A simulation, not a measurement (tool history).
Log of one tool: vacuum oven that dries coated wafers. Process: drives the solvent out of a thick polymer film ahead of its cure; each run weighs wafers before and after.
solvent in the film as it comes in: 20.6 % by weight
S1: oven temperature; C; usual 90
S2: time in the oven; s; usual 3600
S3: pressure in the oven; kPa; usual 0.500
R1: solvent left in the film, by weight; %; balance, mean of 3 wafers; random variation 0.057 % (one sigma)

{"run": 1, "hour": 0.0, "S1": 90, "S2": 3600, "S3": 0.5, "R1": 3.12}
{"run": 2, "hour": 29.4, "S1": 90, "S2": 3600, "S3": 0.5, "R1": 3.2}
{"run": 3, "hour": 76.4, "S1": 90, "S2": 3600, "S3": 0.257, "R1": 3.05}
{"run": 4, "hour": 100.4, "S1": 90, "S2": 3600, "S3": 0.257, "R1": 3.05}
{"run": 5, "hour": 148.0, "S1": 90, "S2": 3600, "S3": 0.5, "R1": 3.21}
{"run": 6, "hour": 169.6, "S1": 90, "S2": 3600, "S3": 0.5, "R1": 3.36}
{"run": 7, "hour": 190.7, "S1": 90, "S2": 3600, "S3": 0.5, "R1": 3.29}
{"run": 8, "hour": 215.8, "S1": 90, "S2": 3600, "S3": 0.5, "R1": 3.36}
{"run": 9, "hour": 250.4, "S1": 90, "S2": 5460, "S3": 0.5, "R1": 1.84}
{"run": 10, "hour": 273.2, "S1": 90, "S2": 3600, "S3": 1.82, "R1": 4.5}
{"run": 11, "hour": 319.6, "S1": 90, "S2": 3600, "S3": 1.82, "R1": 4.55}
{"run": 12, "hour": 362.9, "S1": 90, "S2": 3600, "S3": 0.5, "R1": 3.36}
{"run": 13, "hour": 397.6, "S1": 90, "S2": 3600, "S3": 0.5, "R1": 3.38}
{"run": 14, "hour": 440.6, "S1": 90, "S2": 3600, "S3": 0.5, "R1": 3.37}
{"hour": 444.9, "done": "oven's thermocouples calibrated"}
{"run": 15, "hour": 483.7, "S1": 90, "S2": 3600, "S3": 0.5, "R1": 3.42}
{"run": 16, "hour": 527.1, "S1": 90, "S2": 5280, "S3": 0.5, "R1": 2.17}
{"run": 17, "hour": 568.4, "S1": 90, "S2": 5280, "S3": 0.92, "R1": 2.43}
{"run": 18, "hour": 598.8, "S1": 90, "S2": 5280, "S3": 0.92, "R1": 2.57}
{"run": 19, "hour": 641.6, "S1": 85, "S2": 5280, "S3": 0.92, "R1": 3.59}
{"run": 20, "hour": 689.8, "S1": 81, "S2": 3600, "S3": 0.796, "R1": 6.31}
{"hour": 699.7, "done": "oven's thermocouples calibrated, once more"}
{"run": 21, "hour": 717.7, "S1": 84, "S2": 2460, "S3": 0.356, "R1": 6.75}
{"run": 22, "hour": 752.3, "S1": 84, "S2": 2460, "S3": 0.356, "R1": 6.72}
{"run": 23, "hour": 786.5, "S1": 84, "S2": 2460, "S3": 0.356, "R1": 6.81}
{"run": 24, "hour": 807.6, "S1": 84, "S2": 3240, "S3": 0.454, "R1": 5.4}
{"run": 25, "hour": 848.1, "S1": 84, "S2": 3240, "S3": 0.454, "R1": 5.55}
{"run": 26, "hour": 892.5, "S1": 84, "S2": 3240, "S3": 0.454, "R1": 5.46}
{"run": 27, "hour": 935.0, "S1": 95, "S2": 6180, "S3": 0.454, "R1": 1.22}
{"run": 28, "hour": 976.9, "S1": 95, "S2": 6180, "S3": 0.625, "R1": 1.38}
{"run": 29, "hour": 999.5, "S1": 90, "S2": 3420, "S3": 1.1, "R1": 3.97}
{"run": 30, "hour": 1024.4, "S1": 95, "S2": 3600, "S3": 0.5, "R1": 2.33}
{"run": 31, "hour": 1069.9, "S1": 95, "S2": 3060, "S3": 0.521, "R1": 3.07}
{"hour": 1089.1, "done": "vacuum gauge cleaned of residue and calibrated"}
{"run": 32, "hour": 1103.0, "S1": 95, "S2": 4320, "S3": 0.323, "R1": 1.12}
{"run": 33, "hour": 1130.3, "S1": 78, "S2": 2580, "S3": 0.426, "R1": 7.61}
{"run": 34, "hour": 1169.6, "S1": 99, "S2": 3600, "S3": 0.5, "R1": 1.16}
{"run": 35, "hour": 1192.8, "S1": 90, "S2": 2760, "S3": 1.745, "R1": 5.1}
{"run": 36, "hour": 1224.7, "S1": 90, "S2": 6000, "S3": 1.745, "R1": 2.35}
{"run": 37, "hour": 1255.8, "S1": 90, "S2": 4140, "S3": 0.709, "R1": 2.39}
{"run": 38, "hour": 1291.6, "S1": 98, "S2": 3900, "S3": 0.382, "R1": 1.17}

Forecast each of these 3 alternatives for the next run:
{"run": "A", "hour": 1336.0, "S1": 85, "S2": 4440, "S3": 0.382, "R1": "?"}
{"run": "B", "hour": 1336.0, "S1": 86, "S2": 3480, "S3": 0.284, "R1": "?"}
{"run": "C", "hour": 1336.0, "S1": 98, "S2": 6120, "S3": 1.145, "R1": "?"}

run=A R1=2.77
run=B R1=3.58
run=C R1=0.96
Without the tool's hidden state the same runs would have given:
run=A R1=2.76
run=B R1=3.59
run=C R1=0.91
